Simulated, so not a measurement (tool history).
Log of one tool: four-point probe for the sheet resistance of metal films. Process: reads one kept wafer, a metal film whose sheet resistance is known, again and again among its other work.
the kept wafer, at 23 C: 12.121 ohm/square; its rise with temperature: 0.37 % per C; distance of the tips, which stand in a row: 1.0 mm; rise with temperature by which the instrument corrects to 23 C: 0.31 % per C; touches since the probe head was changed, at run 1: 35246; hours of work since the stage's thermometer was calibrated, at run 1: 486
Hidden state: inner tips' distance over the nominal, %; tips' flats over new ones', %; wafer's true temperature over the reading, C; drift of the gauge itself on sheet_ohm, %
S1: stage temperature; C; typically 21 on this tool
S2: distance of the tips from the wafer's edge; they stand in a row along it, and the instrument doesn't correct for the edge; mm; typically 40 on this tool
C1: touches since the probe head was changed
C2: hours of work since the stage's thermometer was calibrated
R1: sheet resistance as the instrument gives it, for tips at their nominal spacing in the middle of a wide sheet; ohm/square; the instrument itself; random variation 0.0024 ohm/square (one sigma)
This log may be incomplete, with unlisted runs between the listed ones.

| run | hour | S1 | S2 | C1 | C2 | R1 |
|---|---|---|---|---|---|---|
| 1 | 0.0 | 21 | 40 | 35246 | 486 | 12.139906 |
| 2 | 38.2 | 21 | 40 | 36532 | 505 | 12.145423 |
| 3 | 60.5 | 19 | 40 | 37287 | 517 | 12.135400 |
| 4 | 90.8 | 21 | 40 | 38305 | 533 | 12.152917 |
| 5 | 124.3 | 28 | 40 | 39435 | 550 | 12.197847 |
| 6 | 163.2 | 21 | 31 | 40748 | 570 | 12.159966 |
| 7 | 180.9 | 21 | 31 | 41344 | 579 | 12.160655 |
| 8 | 213.8 | 21 | 40 | 42453 | 597 | 12.159810 |
| 9 | 239.1 | 21 | 40 | 43305 | 610 | 12.166120 |
| 10 | 256.8 | 21 | 40 | 43902 | 619 | 12.167600 |
| 11 | 274.7 | 21 | 5 | 44506 | 628 | 12.414650 |
| 12 | 298.6 | 21 | 40 | 45311 | 641 | 12.164272 |
| 13 | 335.6 | 21 | 6 | 46559 | 660 | 12.349909 |
| 14 | 357.4 | 21 | 6 | 47293 | 671 | 12.345190 |
| 15 | 387.1 | 19 | 40 | 48295 | 686 | 12.161675 |
| 16 | 403.8 | 26 | 40 | 48857 | 695 | 12.205064 |
| 17 | 432.7 | 19 | 40 | 49834 | 710 | 12.164287 |
| 18 | 460.5 | 21 | 40 | 50771 | 725 | 12.178492 |
| 19 | 478.5 | 21 | 40 | 51378 | 734 | 12.180772 |
| 20 | 510.6 | 21 | 3 | 52459 | 751 | 12.861886 |
| 21 | 543.9 | 24 | 3 | 53583 | 768 | 12.886478 |
| 22 | 583.0 | 21 | 40 | 54901 | 788 | 12.185174 |
| 23 | 615.4 | 21 | 40 | 55993 | 805 | 12.190173 |
| 24 | 654.8 | 31 | 68 | 57320 | 825 | 12.248099 |
| 25 | 690.4 | 18 | 4 | 58520 | 844 | 12.564816 |
| 26 | 710.4 | 34 | 68 | 59196 | 854 | 12.276052 |
| 27 | 727.7 | 29 | 16 | 59776 | 863 | 12.268294 |
| 28 | 749.3 | 24 | 5 | 60506 | 874 | 12.470361 |
| 29 | 775.6 | 25 | 4 | 61391 | 888 | 12.621406 |
| 30 | 809.8 | 25 | 9 | 62547 | 906 | 12.308769 |
| 31 | 844.5 | 21 | 47 | 63717 | 924 | 12.200844 |
| 32 | 885.1 | 21 | 47 | 65085 | 945 | 12.209478 |
| 33 | 903.4 | 30 | 17 | 65702 | 954 | 12.282048 |
| 34 | 921.5 | 30 | 17 | 66310 | 964 | 12.284786 |
| 35 | 957.7 | 19 | 40 | 67533 | 983 | 12.203327 |
| 36 | 992.6 | 33 | 16 | 68706 | 1001 | 12.311069 |
| 37 | 1020.8 | 33 | 16 | 69660 | 1015 | 12.315152 |
| 38 | 1046.1 | 24 | 40 | 70511 | 1028 | 12.243568 |
| 39 | 1077.9 | 24 | 40 | 71583 | 1045 | 12.240548 |
| 40 | 1112.1 | 24 | 73 | 72736 | 1063 | 12.240365 |
| 41 | 1141.8 | 34 | 21 | 73737 | 1078 | 12.314912 |
| 42 | 1178.1 | 25 | 20 | 74960 | 1097 | 12.272545 |
| 43 | 1204.2 | 20 | 38 | 75842 | 1111 | 12.229059 |
| 44 | 1236.0 | 20 | 38 | 76914 | 1127 | 12.229094 |
| 45 | 1252.7 | 21 | 4 | 77475 | 1136 | 12.632040 |

Some steps in R1, run to run, broken into two amounts with sign: the step expected even without the hidden condition (settings, incoming material, random variation), and the rest, left for the hidden condition together with whatever gauge scatter is not in both the measured and the hidden-condition-free result:
Run 19 -> 20: S2 40 -> 3. R1 +0.681114 ohm/square: hidden state +0.006098, all else +0.675016.
Run 21 -> 22: S1 24 -> 21, S2 3 -> 40. R1 -0.701304 ohm/square: hidden state -0.000930, all else -0.700374.
Run 24 -> 25: S1 31 -> 18, S2 68 -> 4. R1 +0.316717 ohm/square: hidden state +0.005223, all else +0.311494.
Run 44 -> 45: S1 20 -> 21, S2 38 -> 4. R1 +0.402946 ohm/square: hidden state +0.005054, all else +0.397892.
